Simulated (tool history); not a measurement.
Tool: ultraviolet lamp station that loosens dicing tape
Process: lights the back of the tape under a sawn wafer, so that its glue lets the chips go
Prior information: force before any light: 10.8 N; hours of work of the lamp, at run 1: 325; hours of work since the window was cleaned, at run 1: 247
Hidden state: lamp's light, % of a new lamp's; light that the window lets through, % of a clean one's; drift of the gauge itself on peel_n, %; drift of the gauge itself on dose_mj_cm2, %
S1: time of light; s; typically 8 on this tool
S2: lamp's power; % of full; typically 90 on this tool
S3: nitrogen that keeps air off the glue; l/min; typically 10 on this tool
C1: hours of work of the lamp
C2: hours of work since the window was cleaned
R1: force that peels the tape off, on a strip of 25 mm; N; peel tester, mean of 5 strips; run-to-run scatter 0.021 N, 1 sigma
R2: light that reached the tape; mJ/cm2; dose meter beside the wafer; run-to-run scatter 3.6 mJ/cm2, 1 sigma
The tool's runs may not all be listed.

Run 1, hour 0: usual settings; C1 325; C2 247. Result: R1 1.318 N, R2 526 mJ/cm2.
Run 2, hour 17.4: usual settings; C1 339; C2 260. Result: R1 1.301 N, R2 522 mJ/cm2.
Run 3, hour 33: usual settings but S2 88 % of full; C1 351; C2 273. Result: R1 1.278 N, R2 500 mJ/cm2.
Run 4, hour 60.4: usual settings but S2 88 % of full; C1 373; C2 294. Result: R1 1.386 N, R2 497 mJ/cm2.
Run 5, hour 87.1: usual settings but S3 12 l/min; C1 394; C2 315. Result: R1 1.154 N, R2 511 mJ/cm2.
Run 6, hour 108.6: usual settings but S3 6 l/min; C1 411; C2 332. Result: R1 1.952 N, R2 501 mJ/cm2.
Run 7, hour 135: usual settings but S3 6 l/min; C1 432; C2 353. Result: R1 1.927 N, R2 501 mJ/cm2.
Run 8, hour 160.6: usual settings but S3 8 l/min; C1 452; C2 373. Result: R1 1.698 N, R2 496 mJ/cm2.
Run 9, hour 183.3: usual settings but S3 8 l/min; C1 470; C2 391. Result: R1 1.656 N, R2 499 mJ/cm2.
Run 10, hour 196.9: usual settings but S3 8 l/min; C1 480; C2 402. Result: R1 1.636 N, R2 501 mJ/cm2.
Run 11, hour 223.1: usual settings but S3 8 l/min; C1 501; C2 422. Result: R1 1.636 N, R2 493 mJ/cm2.
Run 12, hour 241.3: usual settings but S2 62 % of full; C1 515; C2 437. Result: R1 2.643 N, R2 342 mJ/cm2.
Run 13, hour 260.7: usual settings but S2 62 % of full; C1 531; C2 452. Result: R1 2.691 N, R2 339 mJ/cm2.
Run 14, hour 274.3: usual settings; C1 541; C2 463. Result: R1 1.464 N, R2 481 mJ/cm2.
At hour 276.2: window cleaned of glue's vapour.
Run 15, hour 301.1: usual settings; C1 562; C2 20. Result: R1 1.593 N, R2 473 mJ/cm2.
Run 16, hour 327.1: usual settings; C1 583; C2 40. Result: R1 1.625 N, R2 473 mJ/cm2.
Run 17, hour 339.6: usual settings but S3 4 l/min; C1 592; C2 50. Result: R1 2.782 N, R2 471 mJ/cm2.
At hour 358.6: window cleaned of glue's vapour, once more.
Run 18, hour 358.7: usual settings but S3 4 l/min; C1 607; C2 0. Result: R1 2.508 N, R2 515 mJ/cm2.
Run 19, hour 382.6: usual settings but S3 4 l/min; C1 626; C2 19. Result: R1 2.586 N, R2 516 mJ/cm2.
Run 20, hour 401.1: usual settings but S1 12 s, S2 98 % of full, S3 11 l/min; C1 641; C2 33. Result: R1 0.41 N, R2 830 mJ/cm2.
Run 21, hour 421.8: usual settings but S1 12 s, S2 98 % of full, S3 11 l/min; C1 657; C2 50. Result: R1 0.43 N, R2 824 mJ/cm2.
Run 22, hour 433.5: usual settings but S1 6 s, S2 100 % of full, S3 3 l/min; C1 666; C2 59. Result: R1 3.697 N, R2 420 mJ/cm2.
Run 23, hour 446.3: usual settings but S1 6 s, S2 100 % of full, S3 3 l/min; C1 676; C2 69. Result: R1 3.708 N, R2 418 mJ/cm2.
Run 24, hour 458: usual settings but S1 7 s, S2 100 % of full, S3 4 l/min; C1 685; C2 78. Result: R1 2.733 N, R2 487 mJ/cm2.
Run 25, hour 474.9: usual settings but S1 7 s, S2 100 % of full, S3 4 l/min; C1 699; C2 92. Result: R1 2.619 N, R2 486 mJ/cm2.
Run 26, hour 502: usual settings but S1 5 s; C1 720; C2 113. Result: R1 2.902 N, R2 308 mJ/cm2.
Run 27, hour 518.4: usual settings but S1 9 s, S3 8 l/min; C1 733; C2 126. Result: R1 1.378 N, R2 551 mJ/cm2.
Run 28, hour 543.5: usual settings but S1 5 s, S2 82 % of full; C1 753; C2 146. Result: R1 3.226 N, R2 281 mJ/cm2.
Run 29, hour 558.4: usual settings but S1 11 s, S2 82 % of full, S3 13 l/min; C1 764; C2 157. Result: R1 0.745 N, R2 605 mJ/cm2.
Run 30, hour 571.2: usual settings but S1 11 s, S2 100 % of full, S3 13 l/min; C1 775; C2 168. Result: R1 0.469 N, R2 743 mJ/cm2.
Run 31, hour 598.6: usual settings but S1 11 s, S2 100 % of full, S3 13 l/min; C1 796; C2 189. Result: R1 0.473 N, R2 733 mJ/cm2.
Run 32, hour 618.6: usual settings but S1 9 s, S2 66 % of full; C1 812; C2 205. Result: R1 2.113 N, R2 398 mJ/cm2.

Forecast each of these 4 alternatives for the next run:
Run A, hour 638.7: usual settings but S3 7 l/min; C1 828; C2 221. Result: R1 ?, R2 ?.
Run B, hour 638.7: usual settings but S1 6 s; C1 828; C2 221. Result: R1 ?, R2 ?.
Run C, hour 638.7: usual settings but S1 13 s, S2 92 % of full, S3 19 l/min; C1 828; C2 221. Result: R1 ?, R2 ?.
Run D, hour 638.7: usual settings but S2 85 % of full; C1 828; C2 221. Result: R1 ?, R2 ?.

run     R1   R2
  A   1.95  477
  B  2.377  361
  C    0.3  799
  D  1.624  454
With no hidden state in the tool, these same runs would have given:
run     R1   R2
  A  1.349  587
  B  1.713  444
  C  0.207  982
  D  1.096  557
